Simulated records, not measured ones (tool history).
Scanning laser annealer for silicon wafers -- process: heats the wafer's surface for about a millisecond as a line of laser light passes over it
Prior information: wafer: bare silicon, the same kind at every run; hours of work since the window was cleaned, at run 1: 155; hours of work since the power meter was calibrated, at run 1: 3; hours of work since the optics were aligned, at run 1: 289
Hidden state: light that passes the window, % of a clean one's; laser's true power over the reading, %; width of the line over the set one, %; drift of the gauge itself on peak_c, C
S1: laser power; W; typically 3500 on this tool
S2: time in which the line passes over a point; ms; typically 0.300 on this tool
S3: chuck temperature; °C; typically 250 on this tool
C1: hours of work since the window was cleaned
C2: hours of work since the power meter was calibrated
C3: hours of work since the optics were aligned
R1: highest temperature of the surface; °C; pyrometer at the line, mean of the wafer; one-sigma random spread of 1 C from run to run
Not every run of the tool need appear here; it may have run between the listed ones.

run     day    S1     S2   S3   C1   C2   C3    R1
  1   0.000  3500  0.300  250  155    3  289   961
  2   0.317  3500  0.300  213  160    8  294   926
  3   0.633  3500  0.353  250  166   14  300  1031
  4   1.054  3432  0.353  250  173   21  308  1016
  5   1.471  3432  0.353  250  181   29  315  1015
  6   1.908  3432  0.353  250  189   37  323  1014
  7   2.325  3432  0.353  271  196   44  330  1034
  8   2.633  3555  0.300  250  202   49  336   972
  9   3.033  3500  0.300  250  209   57  343   959
 10   3.342  3500  0.300  250  214   62  348   959
 11   3.592  3500  0.300  250  219   66  353   957
 12   3.792  3088  0.300  250  222   70  356   872
 13   4.071  3088  0.300  250  227   75  361   872
 14   4.450  3088  0.255  250  234   82  368   816
 15   4.667  3131  0.300  250  238   86  372   880
 16   5.004  3500  0.251  250  244   92  378   890
 17   5.242  3500  0.300  250  248   96  382   958
 18   5.538  3500  0.300  250  253  101  387   957
 19   5.779  3500  0.300  250  257  105  392   957
 20   5.971  3500  0.300  250  261  109  395   957
 21   6.167  3500  0.212  250  264  112  399   829
 22   6.492  3679  0.307  218  270  118  404   972
 23   6.775  3023  0.251  231  275  123  409   779
 24   7.096  3728  0.300  250  281  129  415  1005
 25   7.562  3174  0.305  228  289  137  423   873
 26   7.917  3500  0.304  250  295  143  430   959
 27   8.188  3500  0.304  258  300  148  434   971
 28   8.667  3015  0.292  212  309  157  443   806
 29   8.979  3170  0.292  212  314  162  449   839
 30   9.196  3335  0.233  265  318  166  452   844
 31   9.417  3335  0.233  265  322  170  456   842
 32   9.879  3335  0.233  265  330  178  465   843
 33  10.112  3441  0.277  288  335  182  469   947
 34  10.554  3441  0.277  288  342  190  477   946
 35  10.808  3071  0.277  288  347  195  481   874
 36  11.054  3535  0.361  250  351  199  485  1037
 37  11.400  3674  0.300  250  357  205  492   987
 38  11.800  3674  0.300  250  365  212  499   987
 39  12.062  3674  0.300  250  369  217  503   989
 40  12.525  3674  0.300  250  377  225  512   987
 41  12.967  3746  0.300  286  385  233  519  1038

4 ways to go on from here, each from the tool as it stands after run 41. What would each give?
  A  13.196  3105  0.337  276  389  237  524   ?
  B  13.196  3020  0.298  252  389  237  524   ?
  C  13.196  3330  0.263  239  389  237  524   ?
  D  13.196  3471  0.351  266  389  237  524   ?

run    R1
  A   936
  B   851
  C   856
  D  1027
Had the tool no hidden state, the same runs would have come out as:
run    R1
  A   956
  B   869
  C   875
  D  1050

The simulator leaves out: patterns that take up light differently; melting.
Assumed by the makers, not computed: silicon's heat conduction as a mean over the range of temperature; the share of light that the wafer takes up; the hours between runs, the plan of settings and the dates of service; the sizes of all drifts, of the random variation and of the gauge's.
